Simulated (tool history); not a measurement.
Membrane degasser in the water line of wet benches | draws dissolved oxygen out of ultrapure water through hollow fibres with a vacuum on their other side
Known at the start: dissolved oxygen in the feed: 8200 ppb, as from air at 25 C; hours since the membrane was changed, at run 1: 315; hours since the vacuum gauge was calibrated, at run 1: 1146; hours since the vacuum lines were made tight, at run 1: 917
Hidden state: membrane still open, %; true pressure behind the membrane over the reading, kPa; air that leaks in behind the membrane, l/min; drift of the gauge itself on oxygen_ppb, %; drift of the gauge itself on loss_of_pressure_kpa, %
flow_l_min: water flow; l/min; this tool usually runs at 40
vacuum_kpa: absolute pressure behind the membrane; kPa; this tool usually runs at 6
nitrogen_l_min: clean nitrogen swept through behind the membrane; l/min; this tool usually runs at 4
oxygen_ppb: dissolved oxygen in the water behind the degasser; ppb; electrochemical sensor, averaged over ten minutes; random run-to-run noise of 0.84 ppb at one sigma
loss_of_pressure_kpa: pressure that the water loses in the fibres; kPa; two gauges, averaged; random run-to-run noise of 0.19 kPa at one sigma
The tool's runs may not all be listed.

run	hour	flow_l_min	vacuum_kpa	nitrogen_l_min	hours since the membrane was changed	hours since the vacuum gauge was calibrated	hours since the vacuum lines were made tight	oxygen_ppb	loss_of_pressure_kpa
1	0	40	6	4	315	1146	917	78.7	38.41
2	40.2	40	6	4	356	1187	957	78.3	38.57
3	98.8	40	6	4	414	1245	1015	79.4	38.37
4	162.5	40	6	4	478	1309	1079	78	38.51
5	227	40	6	4	542	1373	1144	78	38.37
6	253.8	40	6	4	569	1400	1170	77.7	38.36
7	287.3	29	6	4	603	1434	1204	55	28.1
8	340.8	29	6	4	656	1487	1257	53.4	27.81
9	381	29	6	8.02	696	1527	1298	29.9	27.84
10	429.7	24	6	4	745	1576	1346	43.6	23.06
11	473.2	24	6	4	789	1620	1390	43.4	23.05
12	537.5	24	6	6.04	853	1684	1454	29.2	23.2
13	598.9	30	6	4	914	1745	1516	55.2	29.16
14	627.8	30	6	4	943	1774	1544	55.6	29.19
15	666	30	6	4	981	1812	1583	56.1	28.86
16	694.3	30	6	4	1010	1841	1611	56.3	29.16
17	745.7	40	9.4	3.12	1061	1892	1662	191.8	38.99
18	782.8	40	9.4	3.12	1098	1929	1699	192.6	38.31
19	844.6	48	5.22	5.94	1160	1991	1761	58	46.54
20	885.1	48	5.22	5.94	1200	2032	1802	58.5	46.68
21	944.6	48	5.22	5.94	1260	2091	1861	58.4	46.62
22	973.5	48	5.22	5.94	1289	2120	1890	59	46.61
23	1030.7	31	6	7.22	1346	2177	1947	36.4	30.2
24	1089.5	31	6	7.22	1405	2236	2006	36.2	30.28
25	1116.3	51	6	2.39	1432	2263	2033	151.8	49.91
26	1179.1	45	3.73	2.32	1494	2326	2096	39.8	43.94
27	1238.4	45	3.73	2.32	1554	2385	2155	39.9	43.67
28	1272.9	31	13.4	2.75	1588	2419	2189	265.7	30.26
29	1334.2	40	4.7	11.1	1649	2481	2251	25.8	39.03
30	1397.9	40	4.7	11.1	1713	2544	2315	25.1	39.02
31	1461.1	45	6.06	5.98	1776	2608	2378	67.9	44.25
32	1499	45	6.06	5.98	1814	2645	2416	67.6	44.39

Each row is a separate what-if for the run after 32, all from the same tool condition, not one after another. Results?
A	1528.8	45	5.54	8.55	1844	2675	2445	?	?
B	1528.8	45	6.67	5.98	1844	2675	2445	?	?
C	1528.8	47	6	7.95	1844	2675	2445	?	?

run	oxygen_ppb	loss_of_pressure_kpa
A	46.2	44.01
B	79.4	43.93
C	57.5	46.02
Take away the tool's hidden state, keep each run's random variation, and the runs would have read:
run	oxygen_ppb	loss_of_pressure_kpa
A	46.2	43.06
B	79.4	42.98
C	57.4	45.03

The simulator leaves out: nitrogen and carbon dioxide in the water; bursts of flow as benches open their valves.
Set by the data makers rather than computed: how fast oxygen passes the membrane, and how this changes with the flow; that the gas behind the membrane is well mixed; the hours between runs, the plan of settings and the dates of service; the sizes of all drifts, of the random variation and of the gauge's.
